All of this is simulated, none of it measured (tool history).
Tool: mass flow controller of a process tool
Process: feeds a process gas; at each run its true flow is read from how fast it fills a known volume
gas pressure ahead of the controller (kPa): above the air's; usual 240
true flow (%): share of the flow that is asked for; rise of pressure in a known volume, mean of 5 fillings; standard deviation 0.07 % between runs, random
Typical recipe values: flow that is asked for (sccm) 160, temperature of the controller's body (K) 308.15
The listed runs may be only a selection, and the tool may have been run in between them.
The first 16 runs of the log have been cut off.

run	hour	flow that is asked for (sccm)	gas pressure ahead of the controller (kPa)	temperature of the controller's body (K)	hours of work since the controller was set to zero	hours of work since the controller was changed	true flow (%)
17	2974.8	134	240	301.15	2527	2527	98.25
18	3149.5	38	240	308.15	2622	2622	95.08
19	3268.8	38	240	308.15	2688	2688	94.92
20	3490.5	115	149	303.15	2809	2809	97.62
21	3664.9	160	201	295.15	2904	2904	99.15
22	3896.8	20	166	296.15	3031	3031	93.41
23	4071.1	20	166	296.15	3126	3126	93.33
24	4294.6	25	204	309.15	3248	3248	92.66
25	4421.5	114	240	306.15	3318	3318	97.11
26	4678.8	114	240	306.15	3459	3459	97.01
27	4925.8	198	241	300.15	3594	3594	98.75
28	5109	198	241	300.15	3694	3694	98.8
29	5270	110	248	308.15	3782	3782	96.69
30	5444.1	110	248	308.15	3877	3877	96.58

Each row is a separate what-if for the run after 30, all from the same tool condition, not one after another. Results?
A	5668	34	240	298.15	3999	3999	?
B	5668	40	248	294.15	3999	3999	?
C	5668	86	151	308.15	3999	3999	?
D	5668	43	182	308.15	3999	3999	?

run	true flow (%)
A	94.59
B	95.68
C	95.85
D	93.97
What these runs would have given with no unlogged condition in the tool:
run	true flow (%)
A	98.91
B	99.44
C	97.89
D	97.5
